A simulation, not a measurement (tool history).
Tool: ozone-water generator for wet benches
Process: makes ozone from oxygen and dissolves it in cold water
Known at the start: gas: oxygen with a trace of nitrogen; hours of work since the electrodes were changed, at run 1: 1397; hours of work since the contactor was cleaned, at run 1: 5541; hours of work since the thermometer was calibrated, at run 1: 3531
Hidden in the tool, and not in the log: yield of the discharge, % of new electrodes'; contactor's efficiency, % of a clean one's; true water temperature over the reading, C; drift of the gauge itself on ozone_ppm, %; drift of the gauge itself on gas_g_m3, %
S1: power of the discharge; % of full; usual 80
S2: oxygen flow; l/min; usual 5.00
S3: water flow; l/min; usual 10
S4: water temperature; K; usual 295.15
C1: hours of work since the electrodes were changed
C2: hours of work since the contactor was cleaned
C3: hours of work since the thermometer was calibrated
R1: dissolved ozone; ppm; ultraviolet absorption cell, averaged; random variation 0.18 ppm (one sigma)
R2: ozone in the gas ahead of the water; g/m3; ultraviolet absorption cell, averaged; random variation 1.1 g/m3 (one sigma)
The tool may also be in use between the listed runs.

run	hour	S1	S2	S3	S4	C1	C2	C3	R1	R2
1	0.0	80	5.00	10	295.15	1397	5541	3531	24.8	201.8
2	72.8	80	5.00	10	295.15	1451	5595	3585	24.7	202.7
3	134.9	80	5.00	10	295.15	1497	5642	3632	25.0	203.4
4	254.9	80	5.00	10	295.15	1586	5731	3721	24.5	203.7
5	321.6	80	5.00	9	295.15	1636	5781	3771	26.4	203.4
# hour 356.4: water thermometer calibrated
6	453.3	80	5.00	9	295.15	1734	5878	72	26.6	201.8
7	549.7	80	5.00	9	301.15	1805	5950	144	23.3	202.7
8	663.8	80	5.00	10	295.15	1890	6035	229	24.6	201.5
9	783.4	80	5.00	10	295.15	1979	6124	318	24.5	200.7
10	910.2	80	5.00	10	295.15	2074	6218	412	24.5	198.0
11	1044.5	80	5.00	10	295.15	2174	6318	512	24.7	199.7
12	1115.3	80	4.30	6	295.15	2226	6371	565	35.8	217.2
13	1262.6	80	3.65	11	295.15	2336	6481	675	24.1	234.6
14	1359.8	80	5.00	10	302.15	2408	6553	747	21.6	198.4
15	1465.9	65	6.95	12	290.15	2487	6632	826	19.6	147.5
16	1562.5	68	6.95	11	290.15	2559	6704	898	21.7	150.1
17	1701.2	68	6.95	11	290.15	2662	6807	1001	21.7	150.7
# hour 1767.2: gauge calibrated
18	1778.3	55	3.44	10	302.15	2720	6864	1058	18.4	198.9
19	1886.1	55	3.44	10	302.15	2800	6945	1139	18.3	198.8
20	2010.1	55	4.55	12	292.15	2892	7037	1231	18.2	169.7
21	2126.5	55	4.55	12	292.15	2979	7124	1318	18.1	169.8

Forecast each of these 3 alternatives for the next run:
A	2204.8	55	3.96	12	303.15	3037	7182	1376	?	?
B	2204.8	55	2.98	12	292.15	3037	7182	1376	?	?
C	2204.8	80	6.87	10	297.15	3037	7182	1376	?	?

run	R1	R2
A	15.3	182.1
B	18.7	214.4
C	21.7	171.4
Without the tool's hidden state the same runs would have given:
run	R1	R2
A	15.3	183.5
B	18.7	216.1
C	21.7	172.7

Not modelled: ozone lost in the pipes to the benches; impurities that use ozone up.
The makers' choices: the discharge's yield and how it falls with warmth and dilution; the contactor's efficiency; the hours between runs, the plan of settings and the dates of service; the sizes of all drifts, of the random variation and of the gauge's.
